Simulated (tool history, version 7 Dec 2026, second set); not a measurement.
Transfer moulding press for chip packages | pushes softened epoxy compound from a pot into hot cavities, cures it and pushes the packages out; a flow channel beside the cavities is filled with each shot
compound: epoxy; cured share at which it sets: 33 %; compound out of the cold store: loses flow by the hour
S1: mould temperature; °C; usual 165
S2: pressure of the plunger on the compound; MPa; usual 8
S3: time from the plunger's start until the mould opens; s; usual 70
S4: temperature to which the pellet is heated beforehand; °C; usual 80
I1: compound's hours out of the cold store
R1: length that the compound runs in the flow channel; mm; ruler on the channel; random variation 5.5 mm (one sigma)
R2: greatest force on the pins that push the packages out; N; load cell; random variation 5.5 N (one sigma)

run 1 hour=0 | S1=165 S2=8 S3=70 S4=80 | I1=45.1 | R1=741 R2=195
run 2 hour=11 | S1=165 S2=8 S3=70 S4=80 | I1=12.5 | R1=916 R2=257
run 3 hour=19.8 | S1=165 S2=8 S3=70 S4=80 | I1=27.6 | R1=822 R2=252
run 4 hour=39 | S1=165 S2=8 S3=70 S4=79 | I1=30 | R1=794 R2=295
run 5 hour=51.6 | S1=165 S2=8 S3=70 S4=80 | I1=42.7 | R1=733 R2=291
run 6 hour=67.6 | S1=165 S2=8 S3=70 S4=80 | I1=32.8 | R1=794 R2=314
run 7 hour=88 | S1=165 S2=8 S3=70 S4=80 | I1=19.5 | R1=850 R2=201
run 8 hour=97.7 | S1=165 S2=8 S3=70 S4=80 | I1=19.7 | R1=856 R2=242
run 9 hour=113 | S1=165 S2=8 S3=70 S4=80 | I1=12 | R1=892 R2=284
run 10 hour=128.9 | S1=165 S2=8 S3=70 S4=80 | I1=16 | R1=877 R2=308
run 11 hour=147.4 | S1=165 S2=8 S3=70 S4=80 | I1=30.2 | R1=791 R2=301
run 12 hour=160.3 | S1=165 S2=8 S3=70 S4=80 | I1=16.1 | R1=862 R2=342
run 13 hour=169.3 | S1=165 S2=8 S3=70 S4=80 | I1=13.3 | R1=879 R2=339
run 14 hour=189.1 | S1=165 S2=8 S3=70 S4=80 | I1=21.6 | R1=843 R2=241
run 15 hour=197.4 | S1=165 S2=8 S3=70 S4=80 | I1=21.8 | R1=824 R2=260
run 16 hour=214.9 | S1=165 S2=8 S3=70 S4=80 | I1=31.9 | R1=768 R2=282
run 17 hour=230.6 | S1=165 S2=9.69 S3=70 S4=80 | I1=10 | R1=986 R2=333
run 18 hour=241.8 | S1=165 S2=9.69 S3=70 S4=80 | I1=37.3 | R1=826 R2=298
run 19 hour=258.9 | S1=171 S2=9.69 S3=70 S4=80 | I1=16.8 | R1=911 R2=282
run 20 hour=276.9 | S1=169 S2=6.12 S3=105 S4=77 | I1=43 | R1=609 R2=185
run 21 hour=290.1 | S1=170 S2=8 S3=56 S4=89 | I1=38.3 | R1=718 R2=275
run 22 hour=303.2 | S1=165 S2=8 S3=89 S4=80 | I1=26.4 | R1=792 R2=253
run 23 hour=314.6 | S1=172 S2=8.11 S3=54 S4=84 | I1=34.6 | R1=725 R2=327
run 24 hour=322.7 | S1=172 S2=8.11 S3=54 S4=84 | I1=42.6 | R1=691 R2=310
run 25 hour=341.5 | S1=172 S2=6.23 S3=54 S4=87 | I1=35.1 | R1=628 R2=337
run 26 hour=355.9 | S1=160 S2=8.39 S3=69 S4=71 | I1=9.9 | R1=929 R2=348
run 27 hour=372.2 | S1=160 S2=8.39 S3=69 S4=71 | I1=35.5 | R1=767 R2=388
run 28 hour=382.4 | S1=160 S2=8.39 S3=69 S4=71 | I1=29 | R1=794 R2=426
run 29 hour=390.5 | S1=170 S2=8.39 S3=69 S4=72 | I1=47.8 | R1=682 R2=262

Taken out of this log: 4 entries between the listed runs. Where each belongs, and how the hidden state differs across it:
Between runs 6 and 7: cavities cleaned with cleaning compound and waxed (hour 87.7)
  true mould temperature over the reading, C: -0.18 -> -0.2; pressure that reaches the compound, % of what is set: 95.69 -> 95.07; grip of the stained cavities, % over clean ones': 62.1 -> 2.7
  measured less the result without the state, R1: -17 -> -21 mm; R2: +124 -> +7 N
Between runs 13 and 14: cavities cleaned with cleaning compound and waxed (hour 176.8)
  true mould temperature over the reading, C: -0.27 -> -0.28; pressure that reaches the compound, % of what is set: 92.52 -> 91.91; grip of the stained cavities, % over clean ones': 65.1 -> 22.6
  measured less the result without the state, R1: -33 -> -35 mm; R2: +139 -> +47 N
Between runs 19 and 20: cavities cleaned with cleaning compound and waxed (hour 265.4)
  true mould temperature over the reading, C: -0.35 -> -0.36; pressure that reaches the compound, % of what is set: 89.64 -> 89.13; grip of the stained cavities, % over clean ones': 64.8 -> 21.2
  measured less the result without the state, R1: -50 -> -35 mm; R2: +109 -> +33 N
Between runs 25 and 26: cavities cleaned with cleaning compound and waxed (hour 354.2)
  true mould temperature over the reading, C: -0.42 -> -0.43; pressure that reaches the compound, % of what is set: 87.1 -> 86.68; grip of the stained cavities, % over clean ones': 64.1 -> 3.7
  measured less the result without the state, R1: -44 -> -67 mm; R2: +136 -> +24 N

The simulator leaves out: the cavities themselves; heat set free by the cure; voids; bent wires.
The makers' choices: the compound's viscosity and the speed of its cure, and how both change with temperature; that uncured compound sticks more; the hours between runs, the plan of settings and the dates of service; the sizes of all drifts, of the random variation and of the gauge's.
